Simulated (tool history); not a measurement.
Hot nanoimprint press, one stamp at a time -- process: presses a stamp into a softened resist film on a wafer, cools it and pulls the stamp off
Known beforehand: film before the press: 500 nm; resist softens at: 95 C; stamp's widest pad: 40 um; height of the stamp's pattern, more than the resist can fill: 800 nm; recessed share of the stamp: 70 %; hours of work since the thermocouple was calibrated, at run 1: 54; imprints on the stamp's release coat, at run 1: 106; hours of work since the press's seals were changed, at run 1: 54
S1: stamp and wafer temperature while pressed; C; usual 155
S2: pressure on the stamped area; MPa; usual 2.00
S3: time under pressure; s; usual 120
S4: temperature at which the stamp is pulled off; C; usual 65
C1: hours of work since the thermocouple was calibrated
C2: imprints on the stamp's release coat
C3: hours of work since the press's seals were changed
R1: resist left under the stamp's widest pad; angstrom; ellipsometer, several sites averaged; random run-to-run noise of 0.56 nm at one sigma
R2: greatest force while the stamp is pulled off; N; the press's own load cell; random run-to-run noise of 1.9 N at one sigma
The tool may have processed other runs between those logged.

run 1 hour=0.0 | S1=155 S2=2.00 S3=120 S4=65 | C1=54 C2=106 C3=54 | R1=2615 R2=147
run 2 hour=32.1 | S1=155 S2=2.00 S3=120 S4=65 | C1=72 C2=183 C3=72 | R1=2604 R2=145
run 3 hour=58.2 | S1=155 S2=2.00 S3=120 S4=72 | C1=87 C2=245 C3=87 | R1=2617 R2=127
run 4 hour=83.9 | S1=155 S2=2.00 S3=120 S4=65 | C1=101 C2=306 C3=101 | R1=2612 R2=146
run 5 hour=114.4 | S1=155 S2=2.00 S3=120 S4=65 | C1=118 C2=378 C3=118 | R1=2601 R2=144
run 6 hour=140.3 | S1=155 S2=2.00 S3=120 S4=65 | C1=132 C2=440 C3=132 | R1=2603 R2=144
run 7 hour=165.4 | S1=155 S2=2.00 S3=120 S4=65 | C1=146 C2=500 C3=146 | R1=2611 R2=146
run 8 hour=198.4 | S1=155 S2=2.00 S3=120 S4=63 | C1=165 C2=578 C3=165 | R1=2614 R2=151
run 9 hour=216.5 | S1=155 S2=2.00 S3=120 S4=70 | C1=175 C2=621 C3=175 | R1=2616 R2=131
run 10 hour=242.4 | S1=155 S2=2.57 S3=120 S4=65 | C1=189 C2=683 C3=189 | R1=2328 R2=142
run 11 hour=263.6 | S1=155 S2=3.00 S3=120 S4=65 | C1=201 C2=733 C3=201 | R1=2154 R2=143
run 12 hour=291.3 | S1=143 S2=1.62 S3=147 S4=55 | C1=216 C2=799 C3=216 | R1=3955 R2=172
run 13 hour=314.5 | S1=143 S2=2.05 S3=147 S4=68 | C1=229 C2=854 C3=229 | R1=3707 R2=135
run 14 hour=340.4 | S1=155 S2=2.00 S3=73 S4=62 | C1=243 C2=916 C3=243 | R1=3051 R2=153
run 15 hour=370.0 | S1=151 S2=2.83 S3=88 S4=67 | C1=260 C2=986 C3=260 | R1=2889 R2=140
-- hour=408.1 stamp cleaned and given a new release coat
run 16 hour=410.7 | S1=151 S2=2.83 S3=88 S4=67 | C1=279 C2=7 C3=279 | R1=2890 R2=139

Predict each of these 3 candidate next runs independently; none follows another, all start after run 16:
run A hour=435.2 | S1=151 S2=2.83 S3=219 S4=67 | C1=293 C2=65 C3=293 | R1=? R2=?
run B hour=435.2 | S1=167 S2=3.17 S3=120 S4=65 | C1=293 C2=65 C3=293 | R1=? R2=?
run C hour=435.2 | S1=155 S2=3.05 S3=120 S4=53 | C1=293 C2=65 C3=293 | R1=? R2=?

run=A R1=2118 R2=139
run=B R1=1278 R2=144
run=C R1=2143 R2=178
Had the tool no hidden state, the same runs would have come out as:
run=A R1=2118 R2=139
run=B R1=1278 R2=144
run=C R1=2143 R2=178
